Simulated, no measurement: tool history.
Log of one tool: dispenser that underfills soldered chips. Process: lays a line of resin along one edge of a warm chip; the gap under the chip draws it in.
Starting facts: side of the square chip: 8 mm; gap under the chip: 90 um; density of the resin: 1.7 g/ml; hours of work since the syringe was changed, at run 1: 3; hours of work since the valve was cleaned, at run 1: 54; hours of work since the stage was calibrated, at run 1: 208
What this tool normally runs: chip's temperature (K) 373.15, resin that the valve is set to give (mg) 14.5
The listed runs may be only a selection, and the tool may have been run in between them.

run,hour,chip's temperature (K),resin that the valve is set to give (mg),hours of work since the syringe was changed,hours of work since the valve was cleaned,hours of work since the stage was calibrated,time until the resin shows at the far edge (s),resin that the valve gave (mg)
1,0,373.15,14.5,3,54,208,53.8,14.11
# hour 4.2: dispensing valve cleaned and set on the balance
2,7.5,373.15,14.5,7,2,213,76.5,14.51
# hour 10.1: new syringe of resin
3,15.2,373.15,12.6,3,7,218,57.5,12.59
4,22.8,373.15,14.5,9,12,223,86.3,14.39
# hour 23.5: new syringe of resin
5,27.4,373.15,14.5,3,15,226,53.5,14.4
6,34.4,373.15,14.5,7,20,230,78.6,14.34
# hour 37.4: new syringe of resin
7,40.4,373.15,14.5,2,24,234,51.5,14.28
8,47.7,373.15,14.5,7,29,239,76.6,14.28
# hour 51.1: new syringe of resin
9,51.4,373.15,14.5,0,31,242,43.5,14.22
10,54.9,373.15,14.5,3,34,244,52.4,14.3
11,59,373.15,12.3,5,37,247,67.8,12.01
# hour 64.7: new syringe of resin
12,65.6,373.15,12.3,1,41,251,47.8,12.02
13,72.5,373.15,12.3,5,46,256,69,12
# hour 77.9: new syringe of resin
14,79.7,373.15,14.5,1,50,261,47.5,14.09
15,85.5,369.15,14.5,5,54,265,73.2,14.03
# hour 88.9: dispensing valve cleaned and set on the balance
16,89.8,376.15,18.4,7,1,267,70.6,18.43
# hour 92.4: new syringe of resin
17,97,385.15,14.4,3,5,272,39.5,14.41
18,104.6,385.15,14.4,8,11,277,61.9,14.28
# hour 106.2: new syringe of resin
19,112.1,383.15,18.7,4,15,282,42.8,18.53
20,118.8,383.15,18.7,9,20,286,63.4,18.55
# hour 119.8: new syringe of resin
21,122.7,360.15,18.1,2,23,289,71.6,17.9
22,129.7,360.15,18.1,7,27,293,105.7,17.81
# hour 133.4: new syringe of resin
23,136.6,363.15,17.1,2,32,298,69,16.84
24,140.4,363.15,17.1,5,34,301,84.6,16.76
# hour 146.8: new syringe of resin
25,146.9,364.15,16.2,0,39,305,56.1,15.88
26,150.4,364.15,16.2,2,41,307,69,15.8
27,157.9,364.15,18.7,8,46,312,103.9,18.19
# hour 160.6: new syringe of resin
28,163.8,364.15,18.7,2,50,316,67.3,18.2
29,167.2,378.15,13.8,5,52,318,53.8,13.43
30,170.3,378.15,13.8,7,54,321,64.1,13.39

Each row is a separate what-if for the run after 30, all from the same tool condition, not one after another. Results?
# hour 173.6: dispensing valve cleaned and set on the balance
# hour 175.1: new syringe of resin
A,177,387.15,16,1,2,324,?,?
# hour 173.6: dispensing valve cleaned and set on the balance
# hour 175.1: new syringe of resin
B,177,378.15,18.8,1,2,324,?,?
# hour 173.6: dispensing valve cleaned and set on the balance
# hour 175.1: new syringe of resin
C,177,372.15,12.4,1,2,324,?,?
# hour 173.6: dispensing valve cleaned and set on the balance
# hour 175.1: new syringe of resin
D,177,368.15,13.7,1,2,324,?,?

run,time until the resin shows at the far edge (s),resin that the valve gave (mg)
A,31.3,16.02
B,39.7,18.79
C,48.8,12.36
D,55.1,13.66
What these runs would have given with no unlogged condition in the tool:
run,time until the resin shows at the far edge (s),resin that the valve gave (mg)
A,27,16.04
B,34.1,18.81
C,41.8,12.37
D,47.2,13.68
